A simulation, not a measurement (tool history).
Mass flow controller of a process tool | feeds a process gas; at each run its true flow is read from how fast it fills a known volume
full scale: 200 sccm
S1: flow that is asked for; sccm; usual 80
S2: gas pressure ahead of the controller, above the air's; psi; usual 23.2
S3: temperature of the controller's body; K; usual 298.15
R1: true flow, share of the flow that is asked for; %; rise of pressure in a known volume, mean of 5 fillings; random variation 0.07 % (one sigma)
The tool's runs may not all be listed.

run 1 hour=0 | S1=80 S2=23.2 S3=298.15 | R1=98.63
run 2 hour=166 | S1=80 S2=23.2 S3=298.15 | R1=98.45
run 3 hour=369.5 | S1=80 S2=23.2 S3=298.15 | R1=98.54
run 4 hour=530.4 | S1=80 S2=23.2 S3=298.15 | R1=98.44
run 5 hour=627.3 | S1=80 S2=23.2 S3=298.15 | R1=98.35
run 6 hour=745.1 | S1=80 S2=23.2 S3=298.15 | R1=98.39
run 7 hour=880.8 | S1=80 S2=33.8 S3=298.15 | R1=98.32
-- hour=895.5 controller's zero set anew
run 8 hour=1017.2 | S1=80 S2=23.2 S3=298.15 | R1=98.46
run 9 hour=1200 | S1=44 S2=24.8 S3=311.15 | R1=99.74
run 10 hour=1296.2 | S1=44 S2=24.8 S3=311.15 | R1=100.04
-- hour=1384.5 controller's zero set anew, once more
run 11 hour=1407.8 | S1=68 S2=21.3 S3=298.15 | R1=97.51
run 12 hour=1591.2 | S1=55 S2=36.3 S3=298.15 | R1=97.09
run 13 hour=1728.7 | S1=174 S2=32.1 S3=308.15 | R1=98.97
run 14 hour=1852.8 | S1=168 S2=24.4 S3=301.15 | R1=98.47
run 15 hour=1984.1 | S1=168 S2=24.4 S3=301.15 | R1=98.46

3 ways to go on from here, each from the tool as it stands after run 15. What would each give?
run A hour=2152.1 | S1=20 S2=23.9 S3=297.15 | R1=?
run B hour=2152.1 | S1=168 S2=25.5 S3=301.15 | R1=?
run C hour=2152.1 | S1=115 S2=31.2 S3=301.15 | R1=?

run=A R1=97.21
run=B R1=98.51
run=C R1=97.96
Without the tool's hidden state the same runs would have given:
run=A R1=98.06
run=B R1=99.96
run=C R1=99.38
